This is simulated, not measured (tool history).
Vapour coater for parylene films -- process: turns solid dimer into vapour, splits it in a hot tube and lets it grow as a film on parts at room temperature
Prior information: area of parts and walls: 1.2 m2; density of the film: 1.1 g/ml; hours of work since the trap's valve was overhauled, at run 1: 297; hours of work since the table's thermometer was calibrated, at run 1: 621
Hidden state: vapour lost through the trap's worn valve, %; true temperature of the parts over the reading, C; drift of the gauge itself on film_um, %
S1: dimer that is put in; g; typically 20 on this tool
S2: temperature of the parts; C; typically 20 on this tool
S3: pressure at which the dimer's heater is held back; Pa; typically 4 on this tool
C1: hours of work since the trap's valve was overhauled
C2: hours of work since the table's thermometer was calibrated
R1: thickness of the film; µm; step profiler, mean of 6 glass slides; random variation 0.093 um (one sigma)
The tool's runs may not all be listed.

{"run": 1, "hour": 0.0, "S1": 20, "S2": 20, "S3": 4, "C1": 297, "C2": 621, "R1": 11.42}
{"run": 2, "hour": 68.4, "S1": 19, "S2": 20, "S3": 4, "C1": 326, "C2": 649, "R1": 10.63}
{"run": 3, "hour": 131.4, "S1": 20, "S2": 20, "S3": 4, "C1": 352, "C2": 676, "R1": 11.28}
{"run": 4, "hour": 197.8, "S1": 20, "S2": 22, "S3": 4, "C1": 379, "C2": 703, "R1": 10.53}
{"run": 5, "hour": 240.7, "S1": 20, "S2": 22, "S3": 4, "C1": 397, "C2": 721, "R1": 10.64}
{"run": 6, "hour": 299.0, "S1": 20, "S2": 22, "S3": 4, "C1": 421, "C2": 745, "R1": 10.51}
{"run": 7, "hour": 340.7, "S1": 20, "S2": 17, "S3": 4, "C1": 439, "C2": 762, "R1": 11.92}
{"run": 8, "hour": 398.5, "S1": 20, "S2": 17, "S3": 4, "C1": 463, "C2": 786, "R1": 11.68}
{"run": 9, "hour": 467.2, "S1": 20, "S2": 17, "S3": 4, "C1": 491, "C2": 815, "R1": 11.55}
{"run": 10, "hour": 504.9, "S1": 20, "S2": 20, "S3": 4, "C1": 507, "C2": 831, "R1": 10.65}
{"hour": 527.3, "done": "trap's valve overhauled"}
{"run": 11, "hour": 561.5, "S1": 20, "S2": 20, "S3": 4, "C1": 14, "C2": 852, "R1": 12.12}
{"run": 12, "hour": 606.5, "S1": 20, "S2": 20, "S3": 4, "C1": 33, "C2": 871, "R1": 12.18}
{"run": 13, "hour": 635.3, "S1": 20, "S2": 20, "S3": 3.7, "C1": 45, "C2": 883, "R1": 12.09}
{"run": 14, "hour": 670.9, "S1": 20, "S2": 20, "S3": 3.7, "C1": 60, "C2": 898, "R1": 12.29}
{"run": 15, "hour": 722.1, "S1": 16, "S2": 20, "S3": 4, "C1": 81, "C2": 919, "R1": 9.54}
{"run": 16, "hour": 767.7, "S1": 20, "S2": 20, "S3": 4, "C1": 100, "C2": 938, "R1": 11.8}
{"run": 17, "hour": 815.7, "S1": 20, "S2": 20, "S3": 4, "C1": 120, "C2": 958, "R1": 11.79}
{"run": 18, "hour": 871.7, "S1": 20, "S2": 20, "S3": 4, "C1": 143, "C2": 981, "R1": 11.66}
{"run": 19, "hour": 918.0, "S1": 20, "S2": 20, "S3": 4, "C1": 162, "C2": 1000, "R1": 11.44}
{"run": 20, "hour": 955.6, "S1": 20, "S2": 20, "S3": 4, "C1": 178, "C2": 1016, "R1": 11.54}
{"run": 21, "hour": 983.7, "S1": 20, "S2": 22, "S3": 4, "C1": 189, "C2": 1028, "R1": 11}
{"run": 22, "hour": 1031.9, "S1": 20, "S2": 22, "S3": 4, "C1": 209, "C2": 1048, "R1": 10.69}
{"run": 23, "hour": 1091.2, "S1": 15, "S2": 22, "S3": 4, "C1": 234, "C2": 1072, "R1": 8.12}
{"run": 24, "hour": 1139.3, "S1": 31, "S2": 20, "S3": 4, "C1": 254, "C2": 1092, "R1": 17.61}
{"run": 25, "hour": 1193.9, "S1": 31, "S2": 20, "S3": 4, "C1": 277, "C2": 1115, "R1": 17.34}
{"run": 26, "hour": 1257.4, "S1": 32, "S2": 15, "S3": 2.5, "C1": 303, "C2": 1141, "R1": 21.87}
{"run": 27, "hour": 1306.1, "S1": 25, "S2": 29, "S3": 3.33, "C1": 323, "C2": 1162, "R1": 11.3}
{"run": 28, "hour": 1336.4, "S1": 16, "S2": 29, "S3": 2.85, "C1": 336, "C2": 1174, "R1": 7.43}
{"run": 29, "hour": 1365.7, "S1": 16, "S2": 29, "S3": 2.85, "C1": 348, "C2": 1186, "R1": 7.39}
{"run": 30, "hour": 1414.5, "S1": 10, "S2": 21, "S3": 9.83, "C1": 368, "C2": 1206, "R1": 4.3}
{"run": 31, "hour": 1460.3, "S1": 10, "S2": 14, "S3": 11.76, "C1": 387, "C2": 1225, "R1": 5.03}
{"run": 32, "hour": 1523.5, "S1": 20, "S2": 13, "S3": 3.78, "C1": 413, "C2": 1252, "R1": 13.04}
{"run": 33, "hour": 1584.6, "S1": 8, "S2": 17, "S3": 6.1, "C1": 439, "C2": 1277, "R1": 4.27}
{"run": 34, "hour": 1632.8, "S1": 8, "S2": 17, "S3": 6.1, "C1": 459, "C2": 1297, "R1": 4.23}
{"run": 35, "hour": 1676.9, "S1": 22, "S2": 23, "S3": 3.61, "C1": 477, "C2": 1315, "R1": 10.86}
{"run": 36, "hour": 1732.4, "S1": 20, "S2": 18, "S3": 4, "C1": 500, "C2": 1338, "R1": 11.03}
{"hour": 1769.7, "done": "trap's valve overhauled"}
{"run": 37, "hour": 1772.9, "S1": 13, "S2": 18, "S3": 4, "C1": 1, "C2": 1354, "R1": 8.31}
{"run": 38, "hour": 1814.8, "S1": 13, "S2": 22, "S3": 2.53, "C1": 19, "C2": 1371, "R1": 8.2}
{"run": 39, "hour": 1848.5, "S1": 8, "S2": 18, "S3": 5.88, "C1": 33, "C2": 1385, "R1": 4.66}
{"run": 40, "hour": 1908.1, "S1": 13, "S2": 28, "S3": 3.08, "C1": 57, "C2": 1410, "R1": 6.56}
{"run": 41, "hour": 1955.8, "S1": 13, "S2": 28, "S3": 3.08, "C1": 77, "C2": 1429, "R1": 6.49}
{"run": 42, "hour": 1996.2, "S1": 13, "S2": 23, "S3": 4, "C1": 94, "C2": 1446, "R1": 7.09}
{"run": 43, "hour": 2052.4, "S1": 13, "S2": 19, "S3": 4, "C1": 117, "C2": 1470, "R1": 7.8}

Each row is a separate what-if for the run after 43, all from the same tool condition, not one after another. Results?
{"run": "A", "hour": 2088.0, "S1": 32, "S2": 13, "S3": 4, "C1": 132, "C2": 1484, "R1": "?"}
{"run": "B", "hour": 2088.0, "S1": 8, "S2": 15, "S3": 4.63, "C1": 132, "C2": 1484, "R1": "?"}
{"run": "C", "hour": 2088.0, "S1": 19, "S2": 20, "S3": 4, "C1": 132, "C2": 1484, "R1": "?"}
{"run": "D", "hour": 2088.0, "S1": 34, "S2": 20, "S3": 4, "C1": 132, "C2": 1484, "R1": "?"}

run=A R1=22.5
run=B R1=5.14
run=C R1=11.03
run=D R1=19.82
Without the tool's hidden state the same runs would have given:
run=A R1=23.56
run=B R1=5.47
run=C R1=11.75
run=D R1=21.12
